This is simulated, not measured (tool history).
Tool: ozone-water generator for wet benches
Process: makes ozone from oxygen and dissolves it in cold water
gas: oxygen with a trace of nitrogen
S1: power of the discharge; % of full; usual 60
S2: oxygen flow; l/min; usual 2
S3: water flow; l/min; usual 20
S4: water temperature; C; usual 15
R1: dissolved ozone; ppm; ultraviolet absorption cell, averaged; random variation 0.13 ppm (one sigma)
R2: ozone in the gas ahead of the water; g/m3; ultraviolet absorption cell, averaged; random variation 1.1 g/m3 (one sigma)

run 1 day=0 | S1=60 S2=2 S3=20 S4=15 | R1=12.2 R2=189.2
run 2 day=1.967 | S1=60 S2=1.75 S3=20 S4=15 | R1=11.9 R2=204.8
run 3 day=4.033 | S1=60 S2=1.75 S3=20 S4=15 | R1=12.1 R2=205.5
run 4 day=5.812 | S1=60 S2=1.75 S3=20 S4=15 | R1=12 R2=206
-- day=6.217 contactor cleaned
run 5 day=7.358 | S1=60 S2=2 S3=20 S4=15 | R1=12 R2=187.3
run 6 day=9.696 | S1=74 S2=1.44 S3=25 S4=16 | R1=10.1 R2=265.7
run 7 day=11.858 | S1=74 S2=1.44 S3=25 S4=16 | R1=10 R2=264.1
-- day=14.425 contactor cleaned, once more
run 8 day=14.942 | S1=60 S2=1.98 S3=30 S4=19 | R1=7.6 R2=188.9
run 9 day=17.333 | S1=60 S2=1.98 S3=30 S4=19 | R1=7.5 R2=187.3
run 10 day=19.362 | S1=60 S2=1.98 S3=30 S4=19 | R1=7.8 R2=187

Measured less the same run without the tool's hidden state. The same run-to-run variation is in both; the gauge's scatter may not be:
The hidden state here: yield of the discharge, % of new electrodes'; contactor's efficiency, % of a clean one's; true water temperature over the reading, C; drift of the gauge itself on ozone_ppm, %; drift of the gauge itself on gas_g_m3, %.
run=1 R1=-0.5 R2=-5
run=2 R1=-0.5 R2=-5.6
run=3 R1=-0.5 R2=-5.9
run=4 R1=-0.6 R2=-6.1
run=5 R1=-0.6 R2=-5.8
run=6 R1=-0.7 R2=-9.9
run=7 R1=-0.6 R2=-10.4
run=8 R1=-0.3 R2=-6.7
run=9 R1=-0.4 R2=-7
run=10 R1=-0.3 R2=-7.4
